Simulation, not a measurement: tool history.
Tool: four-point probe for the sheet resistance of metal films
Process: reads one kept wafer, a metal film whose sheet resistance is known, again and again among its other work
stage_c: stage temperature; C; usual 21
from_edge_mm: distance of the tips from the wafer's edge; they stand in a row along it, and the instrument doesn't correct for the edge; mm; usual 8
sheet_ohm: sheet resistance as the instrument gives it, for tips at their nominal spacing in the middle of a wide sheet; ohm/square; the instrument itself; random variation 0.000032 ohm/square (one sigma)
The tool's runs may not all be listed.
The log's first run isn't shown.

| run | day | stage_c | from_edge_mm | touches since the probe head was changed | hours of work since the stage's thermometer was calibrated | sheet_ohm |
|---|---|---|---|---|---|---|
| 2 | 1.233 | 21 | 8 | 58794 | 701 | 0.159317 |
| 3 | 3.033 | 21 | 8 | 60521 | 726 | 0.159373 |
| 4 | 4.150 | 21 | 8 | 61595 | 742 | 0.159307 |
| 5 | 5.083 | 25 | 8 | 62490 | 755 | 0.159451 |
| 6 | 6.854 | 25 | 8 | 64191 | 781 | 0.159439 |
| 7 | 7.904 | 21 | 8 | 65198 | 795 | 0.159324 |
| 8 | 9.075 | 21 | 8 | 66321 | 812 | 0.159361 |
| 9 | 10.175 | 21 | 4 | 67379 | 828 | 0.160899 |
| 10 | 11.917 | 21 | 4 | 69052 | 852 | 0.160915 |
| 11 | 13.542 | 21 | 4 | 70610 | 875 | 0.160850 |
| 12 | 15.050 | 21 | 4 | 72058 | 897 | 0.160936 |
| 13 | 16.154 | 21 | 4 | 73121 | 912 | 0.160917 |
| 14 | 17.000 | 21 | 4 | 73931 | 924 | 0.160881 |
| 15 | 18.317 | 21 | 4 | 75196 | 943 | 0.160924 |
| 16 | 19.879 | 21 | 4 | 76696 | 965 | 0.160885 |
| 17 | 21.371 | 21 | 24 | 78127 | 986 | 0.158877 |
| 18 | 22.238 | 21 | 24 | 78962 | 999 | 0.158887 |
| 19 | 24.112 | 18 | 8 | 80761 | 1025 | 0.159195 |
| 20 | 25.038 | 23 | 8 | 81648 | 1038 | 0.159382 |
| 21 | 25.842 | 21 | 8 | 82420 | 1050 | 0.159267 |
| 22 | 26.796 | 21 | 11 | 83337 | 1063 | 0.159019 |
| 23 | 27.675 | 28 | 8 | 84180 | 1076 | 0.159529 |

Run 24 comes next. What will it give?
| 24 | 28.500 | 21 | 52 | 84974 | 1087 | ? |

Run 24 gave sheet_ohm 0.158770 ohm/square.
Without the tool's hidden state the same run would have given sheet_ohm 0.159456 ohm/square.
